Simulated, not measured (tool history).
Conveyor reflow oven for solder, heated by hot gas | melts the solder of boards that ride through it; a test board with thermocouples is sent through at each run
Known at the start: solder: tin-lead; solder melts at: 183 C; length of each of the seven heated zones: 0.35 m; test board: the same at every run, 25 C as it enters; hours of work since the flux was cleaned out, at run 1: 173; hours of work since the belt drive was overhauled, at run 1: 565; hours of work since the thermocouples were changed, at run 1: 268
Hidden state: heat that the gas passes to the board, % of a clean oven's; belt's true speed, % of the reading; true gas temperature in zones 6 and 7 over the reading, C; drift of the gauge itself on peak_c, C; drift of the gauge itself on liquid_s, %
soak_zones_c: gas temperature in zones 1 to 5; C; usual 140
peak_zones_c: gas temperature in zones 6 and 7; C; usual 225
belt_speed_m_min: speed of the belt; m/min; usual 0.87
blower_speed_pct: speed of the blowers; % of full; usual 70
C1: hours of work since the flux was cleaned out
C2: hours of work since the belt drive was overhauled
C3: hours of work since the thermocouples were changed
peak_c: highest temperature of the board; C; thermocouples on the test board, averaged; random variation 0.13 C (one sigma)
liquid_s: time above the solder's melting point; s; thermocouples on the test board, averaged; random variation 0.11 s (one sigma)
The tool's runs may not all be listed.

Run 1, hour 0: usual settings; C1 173; C2 565; C3 268. Result: peak_c 208.5 C, liquid_s 31.7 s.
Run 2, hour 23.6: usual settings; C1 187; C2 579; C3 282. Result: peak_c 208.4 C, liquid_s 31.6 s.
Run 3, hour 38.5: usual settings; C1 195; C2 588; C3 290. Result: peak_c 208.1 C, liquid_s 31.5 s.
Run 4, hour 72.8: usual settings; C1 216; C2 608; C3 311. Result: peak_c 208.4 C, liquid_s 31.5 s.
Run 5, hour 105.4: usual settings; C1 235; C2 628; C3 330. Result: peak_c 208.3 C, liquid_s 31.4 s.
Run 6, hour 140: usual settings but belt_speed_m_min 0.924 m/min; C1 255; C2 648; C3 350. Result: peak_c 205.9 C, liquid_s 28 s.

Forecast run 7:
Run 7, hour 171: usual settings but soak_zones_c 152 C, belt_speed_m_min 0.924 m/min; C1 274; C2 666; C3 369. Result: peak_c ?, liquid_s ?.

{"run 7": {"peak_c": 208.7, "liquid_s": 32.7}}
Without the tool's hidden state the same run would have given peak_c 209.4 C, liquid_s 33.3 s.
